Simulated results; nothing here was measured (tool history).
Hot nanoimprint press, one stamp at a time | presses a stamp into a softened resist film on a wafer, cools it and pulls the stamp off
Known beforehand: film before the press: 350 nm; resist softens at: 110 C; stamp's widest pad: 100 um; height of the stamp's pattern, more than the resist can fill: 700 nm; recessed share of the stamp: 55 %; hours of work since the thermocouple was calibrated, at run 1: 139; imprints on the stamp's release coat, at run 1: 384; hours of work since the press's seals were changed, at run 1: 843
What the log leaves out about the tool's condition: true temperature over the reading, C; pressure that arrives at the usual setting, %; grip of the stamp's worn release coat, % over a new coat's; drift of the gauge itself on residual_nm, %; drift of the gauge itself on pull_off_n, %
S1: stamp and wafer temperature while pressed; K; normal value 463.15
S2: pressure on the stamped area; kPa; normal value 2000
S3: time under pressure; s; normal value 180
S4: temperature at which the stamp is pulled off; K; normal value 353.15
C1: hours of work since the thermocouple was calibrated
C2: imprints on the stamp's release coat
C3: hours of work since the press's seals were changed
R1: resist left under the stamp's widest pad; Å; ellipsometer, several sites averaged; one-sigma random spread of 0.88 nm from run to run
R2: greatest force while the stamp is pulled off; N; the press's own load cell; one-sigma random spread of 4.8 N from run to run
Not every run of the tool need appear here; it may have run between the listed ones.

run	hour	S1	S2	S3	S4	C1	C2	C3	R1	R2
1	0	463.15	2000	180	353.15	139	384	843	2124	258
2	31	463.15	2000	180	353.15	161	455	866	2134	256
3	61.4	463.15	2000	180	353.15	182	525	887	2151	263
4	82.5	463.15	2000	180	353.15	197	574	902	2155	260
5	105.5	463.15	2000	213	353.15	214	627	919	2056	280
6	125.8	463.15	2000	213	353.15	228	673	933	2027	277
7	155.8	463.15	2000	213	353.15	250	742	954	2052	282
8	184	475.15	2610	313	339.15	270	807	975	1072	357
9	197.2	475.15	2610	313	339.15	279	837	984	1069	359
10	219.4	459.15	1870	261	359.15	295	889	1000	2214	245
11	250.7	459.15	1870	261	359.15	317	960	1022	2196	255

Alternative continuations, all from the tool just after run 11; predict every row:
A	279.6	461.15	1870	261	353.15	338	1027	1043	?	?
B	279.6	463.15	2920	180	338.15	338	1027	1043	?	?
C	279.6	466.15	2270	180	353.15	338	1027	1043	?	?
D	279.6	459.15	1220	225	359.15	338	1027	1043	?	?
E	279.6	463.15	2840	180	353.15	338	1027	1043	?	?

run	R1	R2
A	2100	284
B	1916	396
C	1902	292
D	2569	252
E	1934	296
Without the tool's hidden state the same runs would have given:
run	R1	R2
A	2003	231
B	1797	324
C	1800	238
D	2496	205
E	1816	242
